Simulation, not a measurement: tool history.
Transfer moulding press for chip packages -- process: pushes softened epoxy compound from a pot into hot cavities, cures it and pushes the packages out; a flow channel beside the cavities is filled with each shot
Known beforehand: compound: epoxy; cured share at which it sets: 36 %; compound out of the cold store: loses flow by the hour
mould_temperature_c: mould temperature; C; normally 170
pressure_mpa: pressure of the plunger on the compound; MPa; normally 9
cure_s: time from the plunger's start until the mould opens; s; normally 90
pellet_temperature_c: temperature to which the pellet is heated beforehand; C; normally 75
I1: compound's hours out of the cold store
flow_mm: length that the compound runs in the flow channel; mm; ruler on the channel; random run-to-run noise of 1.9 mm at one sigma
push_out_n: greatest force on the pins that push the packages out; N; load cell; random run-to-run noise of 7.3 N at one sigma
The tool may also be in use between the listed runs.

run 1 hour=0 | mould_temperature_c=170 pressure_mpa=9 cure_s=90 pellet_temperature_c=75 | I1=11.1 | flow_mm=621 push_out_n=454
-- hour=24.8 cavities cleaned with cleaning compound and waxed
run 2 hour=46.9 | mould_temperature_c=170 pressure_mpa=9 cure_s=90 pellet_temperature_c=75 | I1=44 | flow_mm=514 push_out_n=348
run 3 hour=95.7 | mould_temperature_c=170 pressure_mpa=9 cure_s=90 pellet_temperature_c=75 | I1=29.6 | flow_mm=553 push_out_n=420
-- hour=130.4 cavities cleaned with cleaning compound and waxed
run 4 hour=152.9 | mould_temperature_c=170 pressure_mpa=9 cure_s=113 pellet_temperature_c=75 | I1=9.9 | flow_mm=619 push_out_n=309
run 5 hour=216.7 | mould_temperature_c=170 pressure_mpa=9 cure_s=113 pellet_temperature_c=75 | I1=46 | flow_mm=505 push_out_n=374
-- hour=236.6 cavities cleaned with cleaning compound and waxed
-- hour=253.9 plunger's sealing rings changed
run 6 hour=261.5 | mould_temperature_c=170 pressure_mpa=9 cure_s=113 pellet_temperature_c=75 | I1=11.1 | flow_mm=641 push_out_n=321
run 7 hour=296.4 | mould_temperature_c=170 pressure_mpa=9 cure_s=113 pellet_temperature_c=75 | I1=39.2 | flow_mm=547 push_out_n=335
run 8 hour=336.3 | mould_temperature_c=170 pressure_mpa=9 cure_s=90 pellet_temperature_c=75 | I1=11.4 | flow_mm=638 push_out_n=458
-- hour=346.6 cavities cleaned with cleaning compound and waxed
run 9 hour=383.5 | mould_temperature_c=170 pressure_mpa=9 cure_s=90 pellet_temperature_c=75 | I1=35.3 | flow_mm=555 push_out_n=383
run 10 hour=411.3 | mould_temperature_c=170 pressure_mpa=9 cure_s=90 pellet_temperature_c=75 | I1=13.4 | flow_mm=629 push_out_n=434
run 11 hour=446.6 | mould_temperature_c=170 pressure_mpa=8.33 cure_s=90 pellet_temperature_c=75 | I1=45.1 | flow_mm=503 push_out_n=431
-- hour=451.6 cavities cleaned with cleaning compound and waxed
run 12 hour=493.7 | mould_temperature_c=170 pressure_mpa=8.33 cure_s=90 pellet_temperature_c=75 | I1=18.6 | flow_mm=582 push_out_n=390
-- hour=556.6 cavities cleaned with cleaning compound and waxed
run 13 hour=559.7 | mould_temperature_c=170 pressure_mpa=9 cure_s=90 pellet_temperature_c=83 | I1=46.5 | flow_mm=517 push_out_n=316
-- hour=572.1 mould's thermocouples calibrated
run 14 hour=596.5 | mould_temperature_c=170 pressure_mpa=9 cure_s=90 pellet_temperature_c=83 | I1=15 | flow_mm=611 push_out_n=392

Forecast run 15:
run 15 hour=636.9 | mould_temperature_c=170 pressure_mpa=9 cure_s=84 pellet_temperature_c=75 | I1=45.3 | flow_mm=? push_out_n=?

{"run 15": {"flow_mm": 514, "push_out_n": 457}}
With no hidden state in the tool, this same run would have given flow_mm 528 mm, push_out_n 319 N.

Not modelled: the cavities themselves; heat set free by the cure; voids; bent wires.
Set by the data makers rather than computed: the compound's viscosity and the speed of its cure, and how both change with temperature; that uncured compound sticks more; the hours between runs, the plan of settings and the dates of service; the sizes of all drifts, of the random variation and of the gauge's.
